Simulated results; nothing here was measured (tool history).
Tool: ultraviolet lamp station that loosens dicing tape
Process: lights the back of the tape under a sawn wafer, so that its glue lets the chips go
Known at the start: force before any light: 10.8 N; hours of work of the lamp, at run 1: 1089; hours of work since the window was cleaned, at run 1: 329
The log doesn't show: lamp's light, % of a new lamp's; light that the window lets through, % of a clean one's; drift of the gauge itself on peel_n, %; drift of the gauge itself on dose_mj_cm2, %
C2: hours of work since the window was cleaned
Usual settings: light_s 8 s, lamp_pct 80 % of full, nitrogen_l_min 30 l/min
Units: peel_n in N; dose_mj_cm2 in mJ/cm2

run 1 hour=0.0 | light_s=8 lamp_pct=80 nitrogen_l_min=30 | hours_of_work_of_the_lamp=1089 C2=329 | peel_n=1.917 dose_mj_cm2=206
-- hour=11.6 window cleaned of glue's vapour
run 2 hour=32.2 | light_s=8 lamp_pct=80 nitrogen_l_min=30 | hours_of_work_of_the_lamp=1108 C2=12 | peel_n=1.379 dose_mj_cm2=237
run 3 hour=61.5 | light_s=8 lamp_pct=80 nitrogen_l_min=30 | hours_of_work_of_the_lamp=1125 C2=30 | peel_n=1.475 dose_mj_cm2=235
run 4 hour=104.1 | light_s=8 lamp_pct=80 nitrogen_l_min=30 | hours_of_work_of_the_lamp=1150 C2=55 | peel_n=1.557 dose_mj_cm2=232
run 5 hour=132.1 | light_s=8 lamp_pct=80 nitrogen_l_min=30 | hours_of_work_of_the_lamp=1167 C2=71 | peel_n=1.600 dose_mj_cm2=226
run 6 hour=171.5 | light_s=8 lamp_pct=80 nitrogen_l_min=30 | hours_of_work_of_the_lamp=1190 C2=95 | peel_n=1.626 dose_mj_cm2=221
run 7 hour=205.9 | light_s=8 lamp_pct=80 nitrogen_l_min=30 | hours_of_work_of_the_lamp=1211 C2=115 | peel_n=1.713 dose_mj_cm2=216
run 8 hour=232.0 | light_s=7 lamp_pct=80 nitrogen_l_min=58 | hours_of_work_of_the_lamp=1226 C2=131 | peel_n=1.433 dose_mj_cm2=185
run 9 hour=261.0 | light_s=7 lamp_pct=84 nitrogen_l_min=30 | hours_of_work_of_the_lamp=1244 C2=148 | peel_n=2.069 dose_mj_cm2=193
run 10 hour=283.7 | light_s=7 lamp_pct=83 nitrogen_l_min=15 | hours_of_work_of_the_lamp=1257 C2=161 | peel_n=3.126 dose_mj_cm2=190
run 11 hour=318.2 | light_s=9 lamp_pct=62 nitrogen_l_min=41 | hours_of_work_of_the_lamp=1277 C2=182 | peel_n=2.027 dose_mj_cm2=180
run 12 hour=354.3 | light_s=9 lamp_pct=62 nitrogen_l_min=41 | hours_of_work_of_the_lamp=1299 C2=203 | peel_n=2.069 dose_mj_cm2=172
run 13 hour=387.8 | light_s=16 lamp_pct=84 nitrogen_l_min=30 | hours_of_work_of_the_lamp=1319 C2=223 | peel_n=0.394 dose_mj_cm2=405
-- hour=399.9 lamp changed
run 14 hour=415.2 | light_s=16 lamp_pct=84 nitrogen_l_min=30 | hours_of_work_of_the_lamp=9 C2=239 | peel_n=0.150 dose_mj_cm2=667

Forecast each of these 4 alternatives for the next run:
run A hour=448.0 | light_s=16 lamp_pct=88 nitrogen_l_min=16 | hours_of_work_of_the_lamp=29 C2=258 | peel_n=? dose_mj_cm2=?
run B hour=448.0 | light_s=16 lamp_pct=83 nitrogen_l_min=30 | hours_of_work_of_the_lamp=29 C2=258 | peel_n=? dose_mj_cm2=?
run C hour=448.0 | light_s=5 lamp_pct=84 nitrogen_l_min=17 | hours_of_work_of_the_lamp=29 C2=258 | peel_n=? dose_mj_cm2=?
run D hour=448.0 | light_s=8 lamp_pct=81 nitrogen_l_min=30 | hours_of_work_of_the_lamp=29 C2=258 | peel_n=? dose_mj_cm2=?

run=A peel_n=0.212 dose_mj_cm2=693
run=B peel_n=0.157 dose_mj_cm2=659
run=C peel_n=2.594 dose_mj_cm2=205
run=D peel_n=0.719 dose_mj_cm2=320
Without the tool's hidden state the same runs would have given:
run=A peel_n=0.160 dose_mj_cm2=815
run=B peel_n=0.136 dose_mj_cm2=774
run=C peel_n=2.037 dose_mj_cm2=241
run=D peel_n=0.482 dose_mj_cm2=376

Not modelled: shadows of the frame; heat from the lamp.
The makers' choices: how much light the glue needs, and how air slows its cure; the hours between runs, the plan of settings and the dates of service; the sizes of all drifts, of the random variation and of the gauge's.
